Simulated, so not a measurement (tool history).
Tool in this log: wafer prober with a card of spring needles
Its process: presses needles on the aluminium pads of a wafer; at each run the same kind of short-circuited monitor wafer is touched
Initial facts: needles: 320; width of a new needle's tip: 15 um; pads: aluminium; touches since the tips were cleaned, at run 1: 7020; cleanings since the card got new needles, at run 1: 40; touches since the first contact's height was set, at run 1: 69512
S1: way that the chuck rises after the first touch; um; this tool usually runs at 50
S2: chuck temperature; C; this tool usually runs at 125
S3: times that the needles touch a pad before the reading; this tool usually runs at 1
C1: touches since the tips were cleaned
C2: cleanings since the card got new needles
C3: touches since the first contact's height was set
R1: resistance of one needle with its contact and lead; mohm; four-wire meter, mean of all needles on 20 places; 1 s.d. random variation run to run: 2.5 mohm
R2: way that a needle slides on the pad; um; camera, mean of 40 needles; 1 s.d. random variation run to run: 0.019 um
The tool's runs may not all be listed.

| run | day | S1 | S2 | S3 | C1 | C2 | C3 | R1 | R2 |
|---|---|---|---|---|---|---|---|---|---|
| 1 | 0.000 | 50 | 125 | 1 | 7020 | 40 | 69512 | 286 | 13.82 |
|  | 0.054 | tips cleaned on abrasive film |
| 2 | 0.358 | 50 | 125 | 1 | 4140 | 41 | 74327 | 289 | 13.75 |
|  | 0.650 | tips cleaned on abrasive film |
| 3 | 0.892 | 50 | 125 | 1 | 3288 | 42 | 81459 | 284 | 13.75 |
|  | 1.262 | tips cleaned on abrasive film |
| 4 | 1.525 | 50 | 125 | 1 | 3553 | 43 | 89973 | 284 | 13.79 |
|  | 1.712 | height of the first contact set anew |
|  | 1.842 | tips cleaned on abrasive film |
| 5 | 1.962 | 50 | 125 | 1 | 1624 | 44 | 3323 | 287 | 13.77 |
|  | 2.421 | tips cleaned on abrasive film |
| 6 | 2.629 | 50 | 125 | 1 | 2865 | 45 | 12320 | 285 | 13.81 |
|  | 2.988 | tips cleaned on abrasive film |
| 7 | 3.108 | 42 | 74 | 1 | 1628 | 46 | 18698 | 277 | 11.60 |
|  | 3.562 | tips cleaned on abrasive film |
| 8 | 3.608 | 50 | 84 | 1 | 620 | 47 | 25407 | 273 | 13.81 |
| 9 | 3.933 | 53 | 36 | 2 | 5044 | 47 | 29831 | 264 | 14.66 |
|  | 4.142 | tips cleaned on abrasive film |
| 10 | 4.604 | 60 | 121 | 2 | 6261 | 48 | 38826 | 286 | 16.57 |

For run 11, what comes out?
|  | 4.754 | tips cleaned on abrasive film |
| 11 | 4.929 | 60 | 49 | 2 | 2347 | 49 | 43155 | ? | ? |

R1: 264 mohm
R2: 16.56 um
Were there no unlogged condition in the tool, this run, its random variation unchanged, would have produced R1 264 mohm, R2 16.56 um.
